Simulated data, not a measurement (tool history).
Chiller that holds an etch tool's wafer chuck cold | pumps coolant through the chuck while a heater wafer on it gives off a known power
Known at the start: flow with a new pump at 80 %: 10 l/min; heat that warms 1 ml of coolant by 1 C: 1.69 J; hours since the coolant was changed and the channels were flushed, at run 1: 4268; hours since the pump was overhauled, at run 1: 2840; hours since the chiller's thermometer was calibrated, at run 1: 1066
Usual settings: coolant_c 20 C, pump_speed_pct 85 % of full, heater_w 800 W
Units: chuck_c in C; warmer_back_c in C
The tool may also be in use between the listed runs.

run,hour,coolant_c,pump_speed_pct,heater_w,hours since the coolant was changed and the channels were flushed,hours since the pump was overhauled,hours since the chiller's thermometer was calibrated,chuck_c,warmer_back_c
1,0.0,20,85,800,4268,2840,1066,28.2,2.69
# hour 12.3: coolant changed, channels flushed
2,100.5,20,85,800,88,2935,1160,28.3,2.62
3,185.1,20,85,800,173,3019,1245,28.1,2.71
4,303.8,20,85,800,292,3138,1364,28.1,2.67
5,369.7,20,85,800,357,3204,1430,28.0,2.70
6,458.9,20,85,800,447,3293,1519,28.2,2.72
7,552.4,20,85,800,540,3387,1612,28.3,2.73
8,636.9,20,85,800,625,3471,1697,28.0,2.73
9,735.8,20,85,800,724,3570,1796,28.0,2.80
10,815.6,20,85,800,803,3650,1876,28.2,2.72
11,943.5,20,85,800,931,3778,2003,28.1,2.76
12,1012.2,20,85,800,1000,3846,2072,28.2,2.77
13,1070.4,20,85,800,1058,3905,2130,28.3,2.78
14,1154.7,20,85,630,1142,3989,2215,26.3,2.22
15,1245.9,20,85,630,1234,4080,2306,26.6,2.25
16,1371.5,20,85,630,1359,4206,2431,26.1,2.20
17,1479.8,14,94,402,1468,4314,2540,17.9,1.38
18,1596.1,15,98,469,1584,4430,2656,19.3,1.55
19,1655.4,15,98,469,1643,4490,2715,19.4,1.48
20,1784.1,28,91,872,1772,4618,2844,36.7,2.89
21,1888.9,20,69,800,1877,4723,2949,30.0,3.55
22,1981.5,20,82,613,1969,4816,3041,26.4,2.35
23,2041.2,20,78,631,2029,4875,3101,26.9,2.50
24,2104.3,20,78,631,2092,4939,3164,26.9,2.49
25,2206.4,20,78,631,2194,5041,3266,27.0,2.54
26,2272.2,20,78,631,2260,5106,3332,26.7,2.60
27,2348.6,20,75,415,2336,5183,3409,24.6,1.94
28,2440.5,17,65,1053,2428,5275,3500,30.5,4.98
29,2538.3,18,65,1053,2526,5373,3598,31.4,4.91
# hour 2559.5: chiller's thermometer calibrated
# hour 2643.5: gauge calibrated
30,2643.5,20,85,464,2630,5477,84,24.7,1.55
31,2743.1,20,92,875,2730,5576,184,28.3,2.65

Forecast each of these 5 alternatives for the next run:
A,2839.3,14,69,679,2826,5673,280,?,?
B,2839.3,20,92,671,2826,5673,280,?,?
C,2839.3,20,85,830,2826,5673,280,?,?
D,2839.3,13,66,907,2826,5673,280,?,?
E,2839.3,25,98,800,2826,5673,280,?,?

run,chuck_c,warmer_back_c
A,22.2,2.82
B,26.4,2.08
C,28.5,2.78
D,24.4,3.93
E,32.3,2.30
Without the tool's hidden state the same runs would have given:
run,chuck_c,warmer_back_c
A,22.2,2.79
B,26.4,2.05
C,28.5,2.76
D,24.4,3.90
E,32.2,2.27
